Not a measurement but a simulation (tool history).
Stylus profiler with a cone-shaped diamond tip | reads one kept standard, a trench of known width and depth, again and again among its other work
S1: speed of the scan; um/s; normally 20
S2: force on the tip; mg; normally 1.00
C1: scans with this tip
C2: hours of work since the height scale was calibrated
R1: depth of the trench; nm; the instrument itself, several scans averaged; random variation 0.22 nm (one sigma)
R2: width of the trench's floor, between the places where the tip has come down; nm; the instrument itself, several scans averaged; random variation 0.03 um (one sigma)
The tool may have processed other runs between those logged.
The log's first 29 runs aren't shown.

{"run": 30, "hour": 2490.4, "S1": 8, "S2": 1.73, "C1": 7950, "C2": 1105, "R1": 1012.34, "R2": 11960}
{"run": 31, "hour": 2571.9, "S1": 8, "S2": 1.73, "C1": 8223, "C2": 1143, "R1": 1012.51, "R2": 11950}
{"run": 32, "hour": 2705.1, "S1": 20, "S2": 0.81, "C1": 8671, "C2": 1205, "R1": 1008.97, "R2": 11670}
{"run": 33, "hour": 2798.8, "S1": 20, "S2": 0.81, "C1": 8985, "C2": 1249, "R1": 1009.63, "R2": 11580}
{"run": 34, "hour": 2902.1, "S1": 52, "S2": 0.63, "C1": 9332, "C2": 1297, "R1": 1008.99, "R2": 11010}
{"run": 35, "hour": 3024.9, "S1": 58, "S2": 1.0, "C1": 9744, "C2": 1355, "R1": 1010.32, "R2": 11090}
{"run": 36, "hour": 3109.1, "S1": 6, "S2": 0.66, "C1": 10027, "C2": 1394, "R1": 1009.04, "R2": 11450}
{"run": 37, "hour": 3220.4, "S1": 44, "S2": 2.01, "C1": 10400, "C2": 1446, "R1": 1014.13, "R2": 11170}
{"run": 38, "hour": 3308.8, "S1": 13, "S2": 2.76, "C1": 10697, "C2": 1487, "R1": 1016.5, "R2": 11310}
{"run": 39, "hour": 3392.3, "S1": 53, "S2": 0.61, "C1": 10978, "C2": 1526, "R1": 1009.27, "R2": 10710}
{"run": 40, "hour": 3509.0, "S1": 47, "S2": 0.37, "C1": 11369, "C2": 1580, "R1": 1008.75, "R2": 10500}
{"run": 41, "hour": 3613.9, "S1": 13, "S2": 1.07, "C1": 11722, "C2": 1629, "R1": 1011.48, "R2": 11090}
{"run": 42, "hour": 3699.6, "S1": 13, "S2": 1.07, "C1": 12009, "C2": 1669, "R1": 1012.06, "R2": 10960}
{"run": 43, "hour": 3779.1, "S1": 13, "S2": 2.23, "C1": 12276, "C2": 1706, "R1": 1016.14, "R2": 11000}
{"run": 44, "hour": 3846.8, "S1": 13, "S2": 2.23, "C1": 12503, "C2": 1738, "R1": 1015.69, "R2": 10940}
{"run": 45, "hour": 3963.9, "S1": 27, "S2": 0.78, "C1": 12896, "C2": 1793, "R1": 1010.85, "R2": 10660}
{"run": 46, "hour": 4036.6, "S1": 61, "S2": 2.06, "C1": 13140, "C2": 1827, "R1": 1015.73, "R2": 10500}
{"run": 47, "hour": 4140.3, "S1": 61, "S2": 2.06, "C1": 13489, "C2": 1875, "R1": 1016.24, "R2": 10390}

Forecast each of these 3 alternatives for the next run:
{"run": "A", "hour": 4218.1, "S1": 20, "S2": 2.01, "C1": 13750, "C2": 1911, "R1": "?", "R2": "?"}
{"run": "B", "hour": 4218.1, "S1": 61, "S2": 1.99, "C1": 13750, "C2": 1911, "R1": "?", "R2": "?"}
{"run": "C", "hour": 4218.1, "S1": 9, "S2": 2.43, "C1": 13750, "C2": 1911, "R1": "?", "R2": "?"}

run=A R1=1015.63 R2=10650
run=B R1=1015.54 R2=10370
run=C R1=1016.87 R2=10700
With no hidden state in the tool, these same runs would have given:
run=A R1=1008.98 R2=13880
run=B R1=1008.89 R2=13600
run=C R1=1010.21 R2=13940
